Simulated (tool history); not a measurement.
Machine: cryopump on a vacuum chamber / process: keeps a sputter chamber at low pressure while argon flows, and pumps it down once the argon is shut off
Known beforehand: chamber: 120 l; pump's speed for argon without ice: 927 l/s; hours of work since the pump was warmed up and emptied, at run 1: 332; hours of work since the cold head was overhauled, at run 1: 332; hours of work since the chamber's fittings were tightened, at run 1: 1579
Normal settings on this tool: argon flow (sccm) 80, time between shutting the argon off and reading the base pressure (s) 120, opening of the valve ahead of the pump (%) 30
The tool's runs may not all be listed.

| run | hour | argon flow (sccm) | time between shutting the argon off and reading the base pressure (s) | opening of the valve ahead of the pump (%) | hours of work since the pump was warmed up and emptied | hours of work since the cold head was overhauled | hours of work since the chamber's fittings were tightened | pressure while argon flows (Pa) | pressure after the wait (uPa) |
|---|---|---|---|---|---|---|---|---|---|
| 1 | 0.0 | 80 | 120 | 30 | 332 | 332 | 1579 | 0.5007 | 2.61 |
| 2 | 48.9 | 80 | 120 | 30 | 373 | 373 | 1620 | 0.5005 | 2.61 |
| 3 | 102.5 | 36 | 120 | 30 | 418 | 418 | 1665 | 0.2256 | 2.60 |
| 4 | 140.9 | 36 | 120 | 19 | 450 | 450 | 1697 | 0.3531 | 2.71 |
| 5 | 190.1 | 99 | 120 | 30 | 491 | 491 | 1738 | 0.6290 | 2.85 |
| 6 | 231.3 | 99 | 120 | 30 | 526 | 526 | 1773 | 0.6292 | 2.89 |
| 7 | 265.7 | 99 | 120 | 30 | 554 | 554 | 1802 | 0.6292 | 3.01 |
| 8 | 298.4 | 99 | 120 | 30 | 582 | 582 | 1829 | 0.6365 | 3.01 |
| 9 | 321.9 | 99 | 120 | 30 | 602 | 602 | 1849 | 0.6334 | 3.01 |
| 10 | 349.1 | 80 | 28 | 30 | 624 | 624 | 1871 | 0.5128 | 3.95 |
| 11 | 400.4 | 80 | 120 | 30 | 667 | 667 | 1914 | 0.5147 | 3.09 |
| 12 | 443.6 | 80 | 120 | 30 | 704 | 704 | 1951 | 0.5206 | 3.19 |
| 13 | 469.7 | 80 | 120 | 30 | 725 | 725 | 1973 | 0.5143 | 3.29 |
| 14 | 505.9 | 80 | 120 | 48 | 756 | 756 | 2003 | 0.3399 | 3.41 |
| 15 | 550.9 | 80 | 120 | 48 | 793 | 793 | 2041 | 0.3398 | 3.34 |
| 16 | 587.5 | 80 | 120 | 25 | 824 | 824 | 2071 | 0.6203 | 3.54 |
| 17 | 642.8 | 80 | 120 | 25 | 871 | 871 | 2118 | 0.6254 | 3.59 |
|  | 655.2 | pump warmed up, emptied and cooled again |
| 18 | 687.1 | 139 | 120 | 16 | 27 | 903 | 2151 | 1.5903 | 3.00 |
| 19 | 728.4 | 53 | 178 | 21 | 61 | 938 | 2185 | 0.4676 | 2.89 |
| 20 | 774.3 | 60 | 114 | 16 | 100 | 977 | 2224 | 0.6957 | 3.06 |
| 21 | 820.0 | 45 | 85 | 16 | 138 | 1015 | 2262 | 0.5139 | 3.20 |
| 22 | 860.4 | 128 | 39 | 22 | 172 | 1049 | 2296 | 1.0682 | 3.83 |
| 23 | 886.9 | 80 | 230 | 29 | 194 | 1071 | 2318 | 0.5130 | 3.12 |
| 24 | 942.7 | 59 | 126 | 29 | 241 | 1118 | 2365 | 0.3793 | 3.44 |
| 25 | 987.2 | 86 | 108 | 56 | 278 | 1155 | 2402 | 0.2959 | 3.54 |
| 26 | 1028.1 | 86 | 108 | 56 | 313 | 1189 | 2436 | 0.2957 | 3.59 |
| 27 | 1080.0 | 86 | 108 | 56 | 356 | 1233 | 2480 | 0.2978 | 3.71 |
| 28 | 1135.3 | 86 | 108 | 56 | 402 | 1279 | 2526 | 0.3018 | 3.81 |
| 29 | 1188.0 | 86 | 73 | 55 | 447 | 1323 | 2570 | 0.3079 | 3.99 |
| 30 | 1231.4 | 86 | 151 | 37 | 483 | 1360 | 2607 | 0.4467 | 3.85 |
| 31 | 1263.6 | 86 | 151 | 37 | 510 | 1387 | 2634 | 0.4511 | 3.89 |
| 32 | 1295.1 | 80 | 120 | 37 | 536 | 1413 | 2660 | 0.4221 | 3.94 |
| 33 | 1330.3 | 80 | 120 | 37 | 566 | 1443 | 2690 | 0.4210 | 4.16 |
| 34 | 1354.7 | 80 | 32 | 21 | 586 | 1463 | 2710 | 0.7214 | 4.79 |

What if the next run were any one of these 3? Each begins from the tool's condition after run 34:
| A | 1403.5 | 94 | 77 | 25 | 627 | 1504 | 2751 | ? | ? |
| B | 1403.5 | 94 | 32 | 21 | 627 | 1504 | 2751 | ? | ? |
| C | 1403.5 | 80 | 22 | 24 | 627 | 1504 | 2751 | ? | ? |

| run | pressure while argon flows (Pa) | pressure after the wait (uPa) |
|---|---|---|
| A | 0.7233 | 4.38 |
| B | 0.8533 | 4.98 |
| C | 0.6359 | 5.32 |
Stripped of hidden state, with their random variation kept, the same runs would have yielded:
| run | pressure while argon flows (Pa) | pressure after the wait (uPa) |
|---|---|---|
| A | 0.6872 | 0.76 |
| B | 0.8173 | 1.42 |
| C | 0.6054 | 1.86 |
